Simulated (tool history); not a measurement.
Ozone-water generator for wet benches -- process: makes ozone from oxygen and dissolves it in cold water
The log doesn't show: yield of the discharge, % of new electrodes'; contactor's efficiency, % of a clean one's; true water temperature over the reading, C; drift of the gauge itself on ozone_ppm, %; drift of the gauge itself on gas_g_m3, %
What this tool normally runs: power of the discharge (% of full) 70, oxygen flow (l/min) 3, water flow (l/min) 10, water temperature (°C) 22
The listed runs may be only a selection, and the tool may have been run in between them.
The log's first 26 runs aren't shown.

run    hour  power of the discharge (% of full)  oxygen flow (l/min)  water flow (l/min)  water temperature (°C)  hours of work since the electrodes were changed  hours of work since the contactor was cleaned  hours of work since the thermometer was calibrated  dissolved ozone (ppm)  ozone in the gas ahead of the water (g/m3)
 27  2896.4                                  70                 4.65                  10                      22                                             3552                                            212                                                4168                   14.9                                       128.6
 28  3006.4                                  49                    3                   6                      14                                             3654                                            315                                                4271                   22.4                                       141.3
 29  3097.3                                  49                 4.75                   6                      25                                             3739                                            399                                                4355                   15.3                                       105.5
 30  3250.5                                  84                    3                  10                      22                                             3881                                            542                                                4498                   17.3                                       183.7
 31    3409                                  87                 3.72                  10                      18                                             4029                                            690                                                4645                   18.2                                       161.4
     3459.1  -- water thermometer calibrated
 32  3545.9                                  87                 2.39                  10                      18                                             4156                                            817                                                  81                   19.2                                       214.2
 33  3690.2                                  87                 2.39                   9                      18                                             4290                                            951                                                 215                   20.5                                       209.9
 34  3840.6                                  59                 4.37                  15                      22                                             4430                                           1091                                                 355                    9.8                                       118.6

Here are 3 independent what-if runs from the current tool condition. What would each one return?
  A  3986                                  59                 4.37                  15                      18                                             4566                                           1226                                                 491                      ?                                           ?
  B  3986                                  70                    3                   9                      17                                             4566                                           1226                                                 491                      ?                                           ?
  C  3986                                  49                 4.37                  15                      22                                             4566                                           1226                                                 491                      ?                                           ?

run  dissolved ozone (ppm)  ozone in the gas ahead of the water (g/m3)
  A                   10.3                                       117.7
  B                   18.2                                         163
  C                    8.7                                       107.7
Without the tool's hidden state the same runs would have given:
run  dissolved ozone (ppm)  ozone in the gas ahead of the water (g/m3)
  A                   12.2                                       136.3
  B                   21.8                                       191.5
  C                   10.2                                       122.8

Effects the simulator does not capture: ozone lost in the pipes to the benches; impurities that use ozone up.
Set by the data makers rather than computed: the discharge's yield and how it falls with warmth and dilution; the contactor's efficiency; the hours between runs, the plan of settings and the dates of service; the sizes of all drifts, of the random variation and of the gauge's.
